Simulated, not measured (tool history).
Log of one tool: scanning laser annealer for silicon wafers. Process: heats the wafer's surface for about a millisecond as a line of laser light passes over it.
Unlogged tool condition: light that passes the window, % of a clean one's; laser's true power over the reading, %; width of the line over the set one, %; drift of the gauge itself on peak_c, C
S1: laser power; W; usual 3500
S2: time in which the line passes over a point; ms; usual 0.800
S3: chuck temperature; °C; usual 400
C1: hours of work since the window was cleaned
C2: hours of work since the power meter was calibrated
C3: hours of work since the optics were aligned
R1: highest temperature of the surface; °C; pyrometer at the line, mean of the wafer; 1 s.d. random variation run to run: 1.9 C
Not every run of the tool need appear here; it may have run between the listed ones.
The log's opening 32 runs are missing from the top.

-- hour=2028.4 optics aligned, line set to its width
run 33 hour=2074.8 | S1=3500 S2=0.777 S3=438 | C1=426 C2=1339 C3=22 | R1=1188
run 34 hour=2119.2 | S1=3500 S2=0.777 S3=438 | C1=447 C2=1360 C3=43 | R1=1188
run 35 hour=2179.9 | S1=3500 S2=0.922 S3=403 | C1=476 C2=1389 C3=71 | R1=1213
run 36 hour=2232.6 | S1=3500 S2=0.922 S3=403 | C1=501 C2=1414 C3=96 | R1=1208
run 37 hour=2294.2 | S1=3500 S2=0.922 S3=403 | C1=530 C2=1443 C3=125 | R1=1209
run 38 hour=2344.5 | S1=3500 S2=0.922 S3=403 | C1=553 C2=1466 C3=149 | R1=1206
-- hour=2403.7 window over the wafer cleaned
run 39 hour=2416.2 | S1=3610 S2=0.746 S3=362 | C1=6 C2=1499 C3=182 | R1=1126
run 40 hour=2457.2 | S1=3610 S2=0.746 S3=362 | C1=25 C2=1518 C3=201 | R1=1127

Each row is a separate what-if for the run after 40, all from the same tool condition, not one after another. Results?
run A hour=2500.0 | S1=3244 S2=0.829 S3=365 | C1=45 C2=1539 C3=221 | R1=?
run B hour=2500.0 | S1=3073 S2=0.800 S3=400 | C1=45 C2=1539 C3=221 | R1=?
run C hour=2500.0 | S1=3470 S2=0.959 S3=412 | C1=45 C2=1539 C3=221 | R1=?
run D hour=2500.0 | S1=3670 S2=0.659 S3=426 | C1=45 C2=1539 C3=221 | R1=?
run E hour=2500.0 | S1=3610 S2=0.750 S3=362 | C1=45 C2=1539 C3=221 | R1=?

run=A R1=1067
run=B R1=1043
run=C R1=1221
run=D R1=1169
run=E R1=1131
Without the tool's hidden state the same runs would have given:
run=A R1=1067
run=B R1=1043
run=C R1=1221
run=D R1=1169
run=E R1=1131
